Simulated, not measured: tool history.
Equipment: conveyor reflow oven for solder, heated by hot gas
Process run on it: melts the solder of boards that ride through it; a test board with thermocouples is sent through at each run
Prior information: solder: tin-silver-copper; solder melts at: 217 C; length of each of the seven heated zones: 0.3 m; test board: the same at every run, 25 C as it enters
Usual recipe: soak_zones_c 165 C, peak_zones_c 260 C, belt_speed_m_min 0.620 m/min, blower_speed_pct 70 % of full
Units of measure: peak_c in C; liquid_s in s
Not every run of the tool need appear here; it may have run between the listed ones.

run,hour,soak_zones_c,peak_zones_c,belt_speed_m_min,blower_speed_pct,peak_c,liquid_s
1,0.0,165,260,0.620,70,246.49,38.54
2,14.0,165,260,0.620,70,246.54,38.73
3,29.0,165,260,0.620,70,246.42,38.75
4,40.1,166,260,0.620,70,246.82,39.01
5,54.1,166,260,0.620,70,246.76,38.80
6,68.0,166,260,0.620,70,246.80,38.86
7,82.0,166,260,0.620,70,246.61,38.86
8,92.4,165,260,0.620,70,246.53,38.52
9,107.8,176,260,0.620,70,248.21,42.57
10,116.5,165,267,0.620,70,252.86,42.10
11,131.1,165,267,0.620,70,252.78,41.93
12,144.8,165,260,0.607,70,247.12,39.88
13,157.8,165,260,0.620,70,246.36,38.49
14,170.7,165,260,0.620,78,247.50,39.46
15,181.6,164,253,0.537,82,245.05,45.16
16,193.0,172,260,0.684,70,244.51,34.60
17,202.5,172,254,0.684,76,240.20,32.20
18,210.7,165,260,0.543,70,249.95,47.57
19,217.1,157,260,0.706,64,239.39,26.27
20,225.5,159,260,0.506,64,250.23,50.07
21,233.9,158,260,0.620,70,245.11,35.96
22,246.1,158,260,0.620,70,245.09,36.02
23,258.6,158,248,0.620,62,233.29,25.76
24,270.1,165,271,0.645,70,254.82,41.10
25,279.7,168,271,0.645,70,255.03,42.03
26,293.5,168,271,0.645,70,255.36,42.04
27,306.8,168,271,0.645,70,255.08,42.09
28,318.3,162,262,0.678,78,245.74,33.60

Here are 5 independent what-if runs from the current tool condition. What would each one return?
A,325.9,162,271,0.544,77,?,?
B,325.9,167,260,0.620,72,?,?
C,325.9,162,262,0.735,78,?,?
D,325.9,165,272,0.620,51,?,?
E,325.9,178,263,0.678,78,?,?

run,peak_c,liquid_s
A,260.44,52.49
B,246.94,39.33
C,242.94,28.70
D,253.22,41.36
E,249.48,39.60
Take away the tool's hidden state, keep each run's random variation, and the runs would have read:
run,peak_c,liquid_s
A,260.73,52.58
B,247.33,39.73
C,243.83,29.44
D,253.63,41.54
E,249.94,39.91

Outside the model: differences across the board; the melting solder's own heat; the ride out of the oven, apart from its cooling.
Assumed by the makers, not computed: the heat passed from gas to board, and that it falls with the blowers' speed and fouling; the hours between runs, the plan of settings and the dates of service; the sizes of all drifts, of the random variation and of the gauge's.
